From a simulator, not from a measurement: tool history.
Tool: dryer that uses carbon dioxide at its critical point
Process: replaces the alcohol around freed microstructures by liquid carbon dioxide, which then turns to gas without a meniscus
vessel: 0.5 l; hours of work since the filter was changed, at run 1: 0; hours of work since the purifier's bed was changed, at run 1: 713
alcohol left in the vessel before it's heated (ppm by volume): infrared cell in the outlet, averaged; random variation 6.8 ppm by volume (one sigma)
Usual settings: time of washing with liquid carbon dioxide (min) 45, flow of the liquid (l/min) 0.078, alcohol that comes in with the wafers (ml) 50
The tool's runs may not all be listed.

run,day,time of washing with liquid carbon dioxide (min),flow of the liquid (l/min),alcohol that comes in with the wafers (ml),hours of work since the filter was changed,hours of work since the purifier's bed was changed,alcohol left in the vessel before it's heated (ppm by volume)
1,0,45,0.078,50,0,713,450
2,1.942,28,0.078,50,15,728,3015
3,3.921,28,0.078,50,31,744,3161
4,5.071,28,0.078,50,40,753,3166
5,6.412,28,0.078,50,50,763,3262
6,8.617,45,0.078,50,68,780,583
7,10.65,45,0.078,50,84,796,613
8,11.783,45,0.078,50,93,805,635
9,13.162,45,0.078,102,103,816,1180
10,15.442,45,0.078,102,121,834,1261
11,17.188,27,0.078,102,135,848,9335
12,19.017,27,0.078,102,149,862,9861
13,20.867,27,0.077,102,164,877,10417
14,22.796,45,0.078,50,179,892,863
15,24.371,45,0.078,50,192,904,902
16,25.608,45,0.078,50,201,914,940
17,27.35,45,0.078,50,215,928,976
# day 28.146: inlet filter changed
18,29.175,45,0.078,50,8,942,498
19,31.271,45,0.053,50,25,958,2162
20,32.467,45,0.0646,50,34,968,1111
21,33.829,45,0.078,26,45,978,381
22,35.304,49,0.078,50,56,990,445
23,37.133,49,0.078,50,71,1004,466
24,38.121,31,0.131,108,78,1012,691
25,39.35,32,0.131,108,88,1022,631
26,40.6,32,0.1177,114,98,1032,1046
27,42.025,48,0.078,50,109,1043,553
28,43.225,48,0.078,50,119,1052,576
29,44.654,43,0.0633,50,130,1063,1900
30,46.208,43,0.0633,50,142,1076,1977
31,48.033,39,0.0815,30,156,1090,799
# day 48.738: purifier's bed changed
32,50.017,39,0.0833,34,171,10,672
33,52.375,40,0.0512,84,190,29,8849
34,53.592,50,0.0512,101,199,38,5237
35,55.925,45,0.1271,54,217,57,67
# day 56.342: inlet filter changed
36,57.312,45,0.1271,54,8,67,38
37,59.033,45,0.1271,54,21,81,34
38,60.229,31,0.058,77,31,90,8311
39,61.333,60,0.0585,77,39,99,577
40,62.967,60,0.0585,77,52,112,590
41,65.375,60,0.0585,77,71,130,631
42,66.704,60,0.0585,77,81,141,672
43,67.767,45,0.078,44,90,149,453
44,69.738,45,0.1082,78,105,165,144
45,71.675,45,0.0598,31,121,180,1063
46,74.075,39,0.0598,31,139,199,1954

Forecast each of these 5 alternatives for the next run:
A,76.196,45,0.0598,31,156,216,?
B,76.196,39,0.0577,115,156,216,?
C,76.196,35,0.078,42,156,216,?
D,76.196,31,0.0598,24,156,216,?
E,76.196,45,0.0788,50,156,216,?

run,alcohol left in the vessel before it's heated (ppm by volume)
A,1213
B,8339
C,1689
D,3199
E,623
Without the tool's hidden state the same runs would have given:
run,alcohol left in the vessel before it's heated (ppm by volume)
A,679
B,5230
C,949
D,2159
E,279
